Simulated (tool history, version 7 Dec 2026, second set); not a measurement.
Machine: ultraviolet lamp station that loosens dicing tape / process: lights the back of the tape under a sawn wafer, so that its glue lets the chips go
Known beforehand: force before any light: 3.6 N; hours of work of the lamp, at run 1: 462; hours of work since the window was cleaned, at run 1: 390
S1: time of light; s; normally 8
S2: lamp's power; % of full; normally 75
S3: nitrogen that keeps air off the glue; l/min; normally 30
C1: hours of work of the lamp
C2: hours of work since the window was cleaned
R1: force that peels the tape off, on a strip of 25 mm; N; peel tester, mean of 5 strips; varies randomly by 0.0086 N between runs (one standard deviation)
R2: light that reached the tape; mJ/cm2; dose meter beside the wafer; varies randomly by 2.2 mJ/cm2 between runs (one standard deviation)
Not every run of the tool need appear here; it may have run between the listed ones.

{"run": 1, "hour": 0.0, "S1": 8, "S2": 75, "S3": 30, "C1": 462, "C2": 390, "R1": 0.697, "R2": 130}
{"run": 2, "hour": 90.8, "S1": 6, "S2": 75, "S3": 30, "C1": 516, "C2": 444, "R1": 1.13, "R2": 91}
{"run": 3, "hour": 160.0, "S1": 6, "S2": 68, "S3": 30, "C1": 558, "C2": 486, "R1": 1.289, "R2": 82}
{"hour": 247.0, "done": "lamp changed"}
{"run": 4, "hour": 251.3, "S1": 8, "S2": 75, "S3": 15, "C1": 3, "C2": 540, "R1": 0.636, "R2": 181}
{"run": 5, "hour": 301.9, "S1": 8, "S2": 75, "S3": 15, "C1": 33, "C2": 570, "R1": 0.672, "R2": 176}
{"run": 6, "hour": 353.8, "S1": 8, "S2": 75, "S3": 15, "C1": 64, "C2": 601, "R1": 0.714, "R2": 177}
{"hour": 436.2, "done": "window cleaned of glue's vapour"}
{"run": 7, "hour": 440.2, "S1": 8, "S2": 75, "S3": 15, "C1": 115, "C2": 2, "R1": 0.754, "R2": 160}
{"run": 8, "hour": 494.9, "S1": 8, "S2": 75, "S3": 20, "C1": 148, "C2": 35, "R1": 0.658, "R2": 158}
{"run": 9, "hour": 541.3, "S1": 8, "S2": 75, "S3": 20, "C1": 176, "C2": 63, "R1": 0.714, "R2": 152}
{"run": 10, "hour": 617.7, "S1": 10, "S2": 75, "S3": 30, "C1": 221, "C2": 109, "R1": 0.39, "R2": 182}
{"run": 11, "hour": 660.0, "S1": 8, "S2": 75, "S3": 30, "C1": 247, "C2": 134, "R1": 0.629, "R2": 143}
{"hour": 683.7, "done": "window cleaned of glue's vapour, once more"}
{"run": 12, "hour": 708.0, "S1": 8, "S2": 84, "S3": 30, "C1": 275, "C2": 14, "R1": 0.439, "R2": 172}
{"run": 13, "hour": 767.2, "S1": 8, "S2": 84, "S3": 30, "C1": 311, "C2": 50, "R1": 0.466, "R2": 168}
{"run": 14, "hour": 828.9, "S1": 8, "S2": 84, "S3": 30, "C1": 347, "C2": 87, "R1": 0.49, "R2": 159}
{"run": 15, "hour": 898.8, "S1": 13, "S2": 75, "S3": 25, "C1": 389, "C2": 129, "R1": 0.31, "R2": 218}
{"run": 16, "hour": 978.5, "S1": 7, "S2": 76, "S3": 30, "C1": 437, "C2": 176, "R1": 0.822, "R2": 118}
{"run": 17, "hour": 1069.7, "S1": 5, "S2": 61, "S3": 30, "C1": 491, "C2": 231, "R1": 1.617, "R2": 60}
{"run": 18, "hour": 1126.5, "S1": 5, "S2": 61, "S3": 30, "C1": 525, "C2": 265, "R1": 1.759, "R2": 58}
{"run": 19, "hour": 1226.5, "S1": 5, "S2": 75, "S3": 31, "C1": 585, "C2": 325, "R1": 1.493, "R2": 66}
{"hour": 1271.4, "done": "lamp changed"}
{"run": 20, "hour": 1273.8, "S1": 5, "S2": 75, "S3": 31, "C1": 1, "C2": 352, "R1": 0.796, "R2": 116}
{"run": 21, "hour": 1361.6, "S1": 8, "S2": 80, "S3": 30, "C1": 54, "C2": 405, "R1": 0.362, "R2": 192}
{"run": 22, "hour": 1460.3, "S1": 8, "S2": 80, "S3": 30, "C1": 113, "C2": 464, "R1": 0.414, "R2": 180}
{"run": 23, "hour": 1538.4, "S1": 11, "S2": 76, "S3": 33, "C1": 160, "C2": 511, "R1": 0.249, "R2": 225}
{"run": 24, "hour": 1621.7, "S1": 6, "S2": 98, "S3": 14, "C1": 210, "C2": 560, "R1": 0.84, "R2": 152}
{"run": 25, "hour": 1693.0, "S1": 9, "S2": 73, "S3": 25, "C1": 252, "C2": 603, "R1": 0.548, "R2": 162}
{"run": 26, "hour": 1763.4, "S1": 4, "S2": 61, "S3": 34, "C1": 294, "C2": 645, "R1": 1.661, "R2": 57}

Consider 5 possible next runs. They are alternatives, not a sequence: every one starts from the tool as it was left by run 26. What does each give?
{"hour": 1773.1, "done": "window cleaned of glue's vapour"}
{"run": "A", "hour": 1842.2, "S1": 4, "S2": 65, "S3": 30, "C1": 341, "C2": 41, "R1": "?", "R2": "?"}
{"hour": 1773.1, "done": "window cleaned of glue's vapour"}
{"run": "B", "hour": 1842.2, "S1": 16, "S2": 83, "S3": 42, "C1": 341, "C2": 41, "R1": "?", "R2": "?"}
{"hour": 1773.1, "done": "window cleaned of glue's vapour"}
{"run": "C", "hour": 1842.2, "S1": 9, "S2": 73, "S3": 30, "C1": 341, "C2": 41, "R1": "?", "R2": "?"}
{"hour": 1773.1, "done": "window cleaned of glue's vapour"}
{"run": "D", "hour": 1842.2, "S1": 11, "S2": 94, "S3": 47, "C1": 341, "C2": 41, "R1": "?", "R2": "?"}
{"hour": 1773.1, "done": "window cleaned of glue's vapour"}
{"run": "E", "hour": 1842.2, "S1": 4, "S2": 85, "S3": 30, "C1": 341, "C2": 41, "R1": "?", "R2": "?"}

run=A R1=1.586 R2=56
run=B R1=0.117 R2=321
run=C R1=0.525 R2=158
run=D R1=0.166 R2=247
run=E R1=1.273 R2=85
With the hidden condition removed and each run's random variation left untouched, the same runs would have given:
run=A R1=1.201 R2=78
run=B R1=0.093 R2=436
run=C R1=0.295 R2=214
run=D R1=0.109 R2=335
run=E R1=0.894 R2=114
